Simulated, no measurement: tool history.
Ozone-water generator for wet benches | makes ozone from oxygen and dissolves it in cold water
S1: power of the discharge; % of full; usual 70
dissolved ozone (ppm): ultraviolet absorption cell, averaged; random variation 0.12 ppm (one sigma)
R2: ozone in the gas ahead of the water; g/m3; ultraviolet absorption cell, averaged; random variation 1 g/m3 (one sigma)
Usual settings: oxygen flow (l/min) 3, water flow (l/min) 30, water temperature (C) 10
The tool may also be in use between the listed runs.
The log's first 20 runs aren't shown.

{"run": 21, "hour": 469.4, "S1": 65, "oxygen flow (l/min)": 1.82, "water flow (l/min)": 45, "water temperature (C)": 12, "dissolved ozone (ppm)": 6, "R2": 221.5}
{"run": 22, "hour": 502.0, "S1": 65, "oxygen flow (l/min)": 1.82, "water flow (l/min)": 45, "water temperature (C)": 12, "dissolved ozone (ppm)": 5.7, "R2": 220.9}
{"run": 23, "hour": 524.1, "S1": 65, "oxygen flow (l/min)": 1.82, "water flow (l/min)": 45, "water temperature (C)": 12, "dissolved ozone (ppm)": 6, "R2": 221.4}
{"run": 24, "hour": 548.2, "S1": 65, "oxygen flow (l/min)": 1.82, "water flow (l/min)": 45, "water temperature (C)": 12, "dissolved ozone (ppm)": 6, "R2": 220.8}
{"run": 25, "hour": 578.9, "S1": 63, "oxygen flow (l/min)": 3, "water flow (l/min)": 30, "water temperature (C)": 10, "dissolved ozone (ppm)": 10.5, "R2": 161.6}
{"run": 26, "hour": 597.7, "S1": 63, "oxygen flow (l/min)": 1.56, "water flow (l/min)": 20, "water temperature (C)": 7, "dissolved ozone (ppm)": 13.7, "R2": 236.8}
{"run": 27, "hour": 615.5, "S1": 84, "oxygen flow (l/min)": 4.44, "water flow (l/min)": 24, "water temperature (C)": 13, "dissolved ozone (ppm)": 15.8, "R2": 154.1}
{"run": 28, "hour": 631.4, "S1": 84, "oxygen flow (l/min)": 2.47, "water flow (l/min)": 24, "water temperature (C)": 13, "dissolved ozone (ppm)": 14.9, "R2": 219.6}
{"run": 29, "hour": 659.4, "S1": 84, "oxygen flow (l/min)": 1.76, "water flow (l/min)": 40, "water temperature (C)": 13, "dissolved ozone (ppm)": 7.7, "R2": 267.4}
{"run": 30, "hour": 688.8, "S1": 77, "oxygen flow (l/min)": 3.99, "water flow (l/min)": 20, "water temperature (C)": 9, "dissolved ozone (ppm)": 18.2, "R2": 155}
{"run": 31, "hour": 717.9, "S1": 77, "oxygen flow (l/min)": 3.99, "water flow (l/min)": 20, "water temperature (C)": 9, "dissolved ozone (ppm)": 18.5, "R2": 155.5}

4 ways to go on from here, each from the tool as it stands after run 31. What would each give?
{"run": "A", "hour": 736.6, "S1": 77, "oxygen flow (l/min)": 3.99, "water flow (l/min)": 20, "water temperature (C)": 17, "dissolved ozone (ppm)": "?", "R2": "?"}
{"run": "B", "hour": 736.6, "S1": 96, "oxygen flow (l/min)": 3, "water flow (l/min)": 20, "water temperature (C)": 9, "dissolved ozone (ppm)": "?", "R2": "?"}
{"run": "C", "hour": 736.6, "S1": 95, "oxygen flow (l/min)": 3, "water flow (l/min)": 30, "water temperature (C)": 12, "dissolved ozone (ppm)": "?", "R2": "?"}
{"run": "D", "hour": 736.6, "S1": 77, "oxygen flow (l/min)": 3, "water flow (l/min)": 19, "water temperature (C)": 18, "dissolved ozone (ppm)": "?", "R2": "?"}

run=A dissolved_ozone_(ppm)=16.8 R2=153.7
run=B dissolved_ozone_(ppm)=20.4 R2=211.6
run=C dissolved_ozone_(ppm)=13.4 R2=211.2
run=D dissolved_ozone_(ppm)=17 R2=182.3
Without the tool's hidden state the same runs would have given:
run=A dissolved_ozone_(ppm)=17.4 R2=158.3
run=B dissolved_ozone_(ppm)=21.3 R2=218.7
run=C dissolved_ozone_(ppm)=14 R2=218.3
run=D dissolved_ozone_(ppm)=17.6 R2=187.7

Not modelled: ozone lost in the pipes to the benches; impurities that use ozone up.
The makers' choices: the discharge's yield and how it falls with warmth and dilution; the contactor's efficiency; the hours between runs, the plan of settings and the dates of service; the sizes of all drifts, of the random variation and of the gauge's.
